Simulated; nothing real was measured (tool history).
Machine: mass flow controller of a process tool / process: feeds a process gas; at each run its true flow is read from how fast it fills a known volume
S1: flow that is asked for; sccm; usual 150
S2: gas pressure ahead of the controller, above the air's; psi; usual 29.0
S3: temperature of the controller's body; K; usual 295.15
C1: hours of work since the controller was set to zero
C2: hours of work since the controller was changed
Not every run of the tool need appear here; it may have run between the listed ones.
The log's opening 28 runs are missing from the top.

{"run": 29, "day": 458.125, "S1": 93, "S2": 29.4, "S3": 300.15, "C1": 373, "C2": 373, "true flow (%)": 97.9}
{"run": 30, "day": 473.371, "S1": 330, "S2": 39.9, "S3": 293.15, "C1": 505, "C2": 505, "true flow (%)": 98.67}
{"run": 31, "day": 489.579, "S1": 187, "S2": 32.2, "S3": 296.15, "C1": 645, "C2": 645, "true flow (%)": 98.35}
{"run": 32, "day": 504.35, "S1": 193, "S2": 32.2, "S3": 300.15, "C1": 772, "C2": 772, "true flow (%)": 98.13}
{"run": 33, "day": 524.992, "S1": 193, "S2": 32.2, "S3": 300.15, "C1": 950, "C2": 950, "true flow (%)": 97.94}
{"run": 34, "day": 544.171, "S1": 165, "S2": 38.7, "S3": 299.15, "C1": 1116, "C2": 1116, "true flow (%)": 97.58}
{"run": 35, "day": 568.358, "S1": 150, "S2": 29.0, "S3": 294.15, "C1": 1324, "C2": 1324, "true flow (%)": 97.9}
{"run": 36, "day": 586.421, "S1": 383, "S2": 29.0, "S3": 294.15, "C1": 1480, "C2": 1480, "true flow (%)": 99.16}
{"run": 37, "day": 597.229, "S1": 256, "S2": 26.1, "S3": 298.15, "C1": 1573, "C2": 1573, "true flow (%)": 98.38}
{"run": 38, "day": 609.688, "S1": 256, "S2": 26.1, "S3": 298.15, "C1": 1681, "C2": 1681, "true flow (%)": 98.48}
{"run": 39, "day": 627.325, "S1": 333, "S2": 26.1, "S3": 298.15, "C1": 1833, "C2": 1833, "true flow (%)": 98.8}
{"run": 40, "day": 642.596, "S1": 178, "S2": 29.0, "S3": 295.15, "C1": 1965, "C2": 1965, "true flow (%)": 97.66}
{"run": 41, "day": 652.6, "S1": 83, "S2": 35.5, "S3": 295.15, "C1": 2051, "C2": 2051, "true flow (%)": 96.44}
{"run": 42, "day": 671.329, "S1": 83, "S2": 24.8, "S3": 295.15, "C1": 2213, "C2": 2213, "true flow (%)": 96.73}
{"run": 43, "day": 689.317, "S1": 448, "S2": 23.2, "S3": 304.15, "C1": 2368, "C2": 2368, "true flow (%)": 98.99}
{"run": 44, "day": 700.317, "S1": 448, "S2": 23.2, "S3": 304.15, "C1": 2463, "C2": 2463, "true flow (%)": 98.92}
{"run": 45, "day": 711.5, "S1": 184, "S2": 25.2, "S3": 295.15, "C1": 2559, "C2": 2559, "true flow (%)": 97.63}

Predict each of these 5 candidate next runs independently; none follows another, all start after run 45:
{"run": "A", "day": 721.45, "S1": 99, "S2": 20.5, "S3": 299.15, "C1": 2645, "C2": 2645, "true flow (%)": "?"}
{"run": "B", "day": 721.45, "S1": 152, "S2": 29.0, "S3": 295.15, "C1": 2645, "C2": 2645, "true flow (%)": "?"}
{"run": "C", "day": 721.45, "S1": 150, "S2": 26.1, "S3": 307.15, "C1": 2645, "C2": 2645, "true flow (%)": "?"}
{"run": "D", "day": 721.45, "S1": 184, "S2": 23.9, "S3": 295.15, "C1": 2645, "C2": 2645, "true flow (%)": "?"}
{"run": "E", "day": 721.45, "S1": 61, "S2": 21.8, "S3": 297.15, "C1": 2645, "C2": 2645, "true flow (%)": "?"}

run=A true_flow_(%)=96.85
run=B true_flow_(%)=97.06
run=C true_flow_(%)=97.00
run=D true_flow_(%)=97.68
run=E true_flow_(%)=96.08
Without the tool's unlogged condition, the same runs would have read:
run=A true_flow_(%)=98.66
run=B true_flow_(%)=98.48
run=C true_flow_(%)=98.44
run=D true_flow_(%)=98.99
run=E true_flow_(%)=98.57
